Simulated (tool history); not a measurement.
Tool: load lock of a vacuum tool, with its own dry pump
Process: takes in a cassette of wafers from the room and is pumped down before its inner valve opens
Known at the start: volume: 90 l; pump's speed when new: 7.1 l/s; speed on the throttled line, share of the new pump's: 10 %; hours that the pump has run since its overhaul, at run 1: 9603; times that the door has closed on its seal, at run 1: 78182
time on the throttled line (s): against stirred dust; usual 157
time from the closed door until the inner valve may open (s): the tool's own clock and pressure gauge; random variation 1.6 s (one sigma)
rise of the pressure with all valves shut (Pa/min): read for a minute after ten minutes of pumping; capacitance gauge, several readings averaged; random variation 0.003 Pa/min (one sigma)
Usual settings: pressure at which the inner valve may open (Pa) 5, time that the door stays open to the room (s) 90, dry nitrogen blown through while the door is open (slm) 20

| run | hour | time on the throttled line (s) | pressure at which the inner valve may open (Pa) | time that the door stays open to the room (s) | dry nitrogen blown through while the door is open (slm) | hours that the pump has run since its overhaul | times that the door has closed on its seal | incoming humidity of the room's air, % | time from the closed door until the inner valve may open (s) | rise of the pressure with all valves shut (Pa/min) |
|---|---|---|---|---|---|---|---|---|---|---|
| 1 | 0 | 157 | 5 | 90 | 20 | 9603 | 78182 | 46.6 | 277.3 | 0.56 |
|  | 132.9 | door's seal changed, seat wiped |
| 2 | 242.8 | 157 | 5 | 90 | 20 | 9844 | 549 | 46 | 279 | 0.017 |
| 3 | 506.5 | 157 | 5 | 90 | 20 | 10108 | 1867 | 43.9 | 281.3 | 0.023 |
| 4 | 908.5 | 157 | 6 | 90 | 20 | 10510 | 3876 | 42.5 | 275.3 | 0.029 |
| 5 | 1191.5 | 157 | 6 | 90 | 20 | 10793 | 5290 | 45.9 | 275.3 | 0.03 |
| 6 | 1494 | 157 | 6 | 90 | 20 | 11096 | 6802 | 46.8 | 277 | 0.04 |
| 7 | 1924.4 | 157 | 6 | 90 | 20 | 11526 | 8953 | 48.5 | 278.9 | 0.041 |
| 8 | 2275.9 | 157 | 6 | 90 | 20 | 11878 | 10709 | 42.5 | 279.5 | 0.049 |
| 9 | 2612.7 | 90 | 5 | 90 | 20 | 12214 | 12392 | 49.1 | 223 | 0.057 |
| 10 | 3112.9 | 276 | 5 | 90 | 20 | 12715 | 14892 | 45.2 | 384.7 | 0.072 |
| 11 | 3369 | 235 | 5 | 90 | 20 | 12971 | 16172 | 44.1 | 349.5 | 0.078 |
| 12 | 3656.7 | 157 | 5 | 101 | 20 | 13258 | 17610 | 48.2 | 281.6 | 0.09 |
| 13 | 3930.3 | 157 | 5 | 101 | 20 | 13532 | 18977 | 44.2 | 284.1 | 0.095 |
| 14 | 4454.9 | 157 | 5 | 101 | 20 | 14057 | 21598 | 49.1 | 280.5 | 0.11 |
| 15 | 4714.7 | 157 | 5 | 90 | 20 | 14316 | 22897 | 44.8 | 281.8 | 0.106 |
| 16 | 5100.4 | 88 | 5 | 90 | 20 | 14702 | 24824 | 44.5 | 222.7 | 0.121 |
| 17 | 5348.3 | 157 | 5 | 90 | 8 | 14950 | 26063 | 49.7 | 281.9 | 0.132 |
| 18 | 5629.3 | 157 | 5 | 90 | 20 | 15231 | 27467 | 45.6 | 285.4 | 0.139 |
| 19 | 5874.3 | 162 | 5 | 90 | 20 | 15476 | 28692 | 46.2 | 291 | 0.148 |
| 20 | 6379.7 | 157 | 7 | 41 | 20 | 15981 | 31217 | 44.8 | 281 | 0.153 |
|  | 6556.5 | dry pump taken out, an overhauled one fitted |
| 21 | 6860.7 | 239 | 10 | 45 | 19 | 304 | 33591 | 43.6 | 336.3 | 0.169 |
| 22 | 7135.8 | 256 | 5 | 183 | 20 | 579 | 34966 | 44.9 | 357 | 0.2 |
| 23 | 7538.9 | 200 | 6 | 81 | 5 | 982 | 36981 | 43.3 | 303.5 | 0.21 |
| 24 | 7797.7 | 200 | 6 | 81 | 5 | 1241 | 38274 | 44.7 | 308.2 | 0.215 |
| 25 | 8028.9 | 200 | 6 | 81 | 5 | 1472 | 39429 | 42.5 | 308.4 | 0.228 |
| 26 | 8295.5 | 157 | 5 | 67 | 5 | 1739 | 40762 | 44.4 | 271.9 | 0.227 |
| 27 | 8744.3 | 82 | 5 | 90 | 20 | 2188 | 43004 | 50 | 203.3 | 0.251 |
| 28 | 9155.2 | 215 | 6 | 238 | 20 | 2599 | 45058 | 41 | 321.5 | 0.277 |
| 29 | 9573 | 215 | 6 | 238 | 20 | 3016 | 47145 | 45.1 | 322.2 | 0.296 |
| 30 | 10100.4 | 157 | 7 | 83 | 4 | 3544 | 49781 | 43.1 | 268.5 | 0.298 |
| 31 | 10472.3 | 157 | 7 | 83 | 4 | 3916 | 51640 | 44.3 | 269.2 | 0.333 |
| 32 | 10967 | 157 | 4 | 71 | 11 | 4410 | 54112 | 47.2 | 278.6 | 0.352 |
| 33 | 11382.7 | 96 | 7 | 130 | 5 | 4826 | 56189 | 45.7 | 216.2 | 0.395 |
| 34 | 11617.9 | 202 | 4 | 68 | 25 | 5061 | 57365 | 45.8 | 320.1 | 0.369 |
| 35 | 11927.9 | 294 | 4 | 82 | 25 | 5371 | 58914 | 49 | 401.5 | 0.388 |
| 36 | 12381.9 | 287 | 7 | 82 | 25 | 5825 | 61183 | 46.5 | 387.5 | 0.407 |
| 37 | 12637.1 | 157 | 6 | 34 | 5 | 6081 | 62458 | 45.3 | 271.8 | 0.418 |
| 38 | 13011.1 | 188 | 6 | 38 | 8 | 6455 | 64327 | 47.4 | 302.6 | 0.453 |

Measured less the same run without the tool's hidden state. The same run-to-run variation is in both; the gauge's scatter may not be:
The hidden state here: pump's speed, % of a new pump's; leak at the door's seal, Pa l/s; drift of the gauge itself on ready_s, %; drift of the gauge itself on rise_pa_min, %.
| run | time from the closed door until the inner valve may open (s) | rise of the pressure with all valves shut (Pa/min) |
|---|---|---|
| 1 | +10.7 | +0.537 |
| 2 | +10.8 | +0.002 |
| 3 | +11.1 | +0.005 |
| 4 | +11.2 | +0.01 |
| 5 | +11.6 | +0.015 |
| 6 | +11.9 | +0.019 |
| 7 | +12.5 | +0.025 |
| 8 | +12.9 | +0.032 |
| 9 | +14.8 | +0.039 |
| 10 | +12.8 | +0.049 |
| 11 | +13.6 | +0.057 |
| 12 | +14.8 | +0.065 |
| 13 | +15.3 | +0.07 |
| 14 | +15.7 | +0.083 |
| 15 | +16.1 | +0.089 |
| 16 | +18 | +0.102 |
| 17 | +17 | +0.107 |
| 18 | +17.5 | +0.117 |
| 19 | +17.7 | +0.125 |
| 20 | +18 | +0.14 |
| 21 | +2 | +0.161 |
| 22 | +2.4 | +0.168 |
| 23 | +3.1 | +0.182 |
| 24 | +3.4 | +0.19 |
| 25 | +3.6 | +0.197 |
| 26 | +3.9 | +0.208 |
| 27 | +4.5 | +0.228 |
| 28 | +4.6 | +0.245 |
| 29 | +5 | +0.262 |
| 30 | +5.8 | +0.277 |
| 31 | +6.2 | +0.304 |
| 32 | +7.5 | +0.327 |
| 33 | +7.7 | +0.353 |
| 34 | +7.7 | +0.355 |
| 35 | +7.4 | +0.365 |
| 36 | +7.2 | +0.389 |
| 37 | +8.7 | +0.409 |
| 38 | +8.8 | +0.434 |
